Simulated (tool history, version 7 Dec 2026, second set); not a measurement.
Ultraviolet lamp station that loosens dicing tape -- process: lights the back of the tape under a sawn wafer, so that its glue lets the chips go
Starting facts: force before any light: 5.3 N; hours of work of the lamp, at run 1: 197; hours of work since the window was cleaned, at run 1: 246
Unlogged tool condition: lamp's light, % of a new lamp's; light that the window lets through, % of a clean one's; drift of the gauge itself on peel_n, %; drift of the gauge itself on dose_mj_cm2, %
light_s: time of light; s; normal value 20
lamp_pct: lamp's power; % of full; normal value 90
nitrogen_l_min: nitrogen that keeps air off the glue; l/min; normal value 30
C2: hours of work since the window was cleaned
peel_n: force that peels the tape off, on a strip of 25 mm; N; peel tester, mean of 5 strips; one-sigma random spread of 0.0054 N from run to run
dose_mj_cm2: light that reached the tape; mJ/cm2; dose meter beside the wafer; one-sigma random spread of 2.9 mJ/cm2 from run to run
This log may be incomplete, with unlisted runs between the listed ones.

Run 1, hour 0.0: usual settings; hours of work of the lamp 197; C2 246. Result: peel_n 0.122 N, dose_mj_cm2 373 mJ/cm2.
Run 2, hour 6.9: usual settings; hours of work of the lamp 202; C2 251. Result: peel_n 0.120 N, dose_mj_cm2 369 mJ/cm2.
Run 3, hour 19.7: usual settings; hours of work of the lamp 211; C2 260. Result: peel_n 0.104 N, dose_mj_cm2 369 mJ/cm2.
Run 4, hour 29.1: usual settings but light_s 39 s; hours of work of the lamp 218; C2 267. Result: peel_n 0.073 N, dose_mj_cm2 714 mJ/cm2.
Run 5, hour 37.9: usual settings; hours of work of the lamp 224; C2 273. Result: peel_n 0.112 N, dose_mj_cm2 370 mJ/cm2.
At hour 39.5: window cleaned of glue's vapour.
Run 6, hour 50.4: usual settings; hours of work of the lamp 233; C2 8. Result: peel_n 0.119 N, dose_mj_cm2 359 mJ/cm2.
Run 7, hour 62.9: usual settings but light_s 30 s, nitrogen_l_min 12 l/min; hours of work of the lamp 242; C2 17. Result: peel_n 0.104 N, dose_mj_cm2 536 mJ/cm2.
At hour 69.9: window cleaned of glue's vapour, once more.
Run 8, hour 71.7: usual settings but light_s 30 s, nitrogen_l_min 17 l/min; hours of work of the lamp 247; C2 1. Result: peel_n 0.088 N, dose_mj_cm2 574 mJ/cm2.
Run 9, hour 78.4: usual settings but light_s 30 s, lamp_pct 84 % of full, nitrogen_l_min 12 l/min; hours of work of the lamp 252; C2 6. Result: peel_n 0.101 N, dose_mj_cm2 529 mJ/cm2.
Run 10, hour 90.1: usual settings but light_s 23 s, lamp_pct 74 % of full, nitrogen_l_min 12 l/min; hours of work of the lamp 260; C2 14. Result: peel_n 0.221 N, dose_mj_cm2 353 mJ/cm2.
Run 11, hour 99.4: usual settings but light_s 23 s, lamp_pct 74 % of full, nitrogen_l_min 12 l/min; hours of work of the lamp 267; C2 21. Result: peel_n 0.217 N, dose_mj_cm2 354 mJ/cm2.

4 options for the next run, each taken on its own from the tool as it stands now. Forecast them:
Run A, hour 108.8: usual settings but light_s 25 s, lamp_pct 74 % of full, nitrogen_l_min 12 l/min; hours of work of the lamp 274; C2 28. Result: peel_n ?, dose_mj_cm2 ?.
Run B, hour 108.8: usual settings but light_s 23 s, lamp_pct 69 % of full, nitrogen_l_min 12 l/min; hours of work of the lamp 274; C2 28. Result: peel_n ?, dose_mj_cm2 ?.
Run C, hour 108.8: usual settings but light_s 40 s, lamp_pct 74 % of full, nitrogen_l_min 9 l/min; hours of work of the lamp 274; C2 28. Result: peel_n ?, dose_mj_cm2 ?.
Run D, hour 108.8: usual settings but lamp_pct 75 % of full; hours of work of the lamp 274; C2 28. Result: peel_n ?, dose_mj_cm2 ?.

run  peel_n  dose_mj_cm2
  A   0.185          384
  B   0.259          333
  C   0.089          617
  D   0.152          311
The same runs, with their run-to-run variation unchanged, on a tool lacking any hidden condition would have given:
run  peel_n  dose_mj_cm2
  A   0.155          418
  B   0.211          363
  C   0.081          673
  D   0.126          339

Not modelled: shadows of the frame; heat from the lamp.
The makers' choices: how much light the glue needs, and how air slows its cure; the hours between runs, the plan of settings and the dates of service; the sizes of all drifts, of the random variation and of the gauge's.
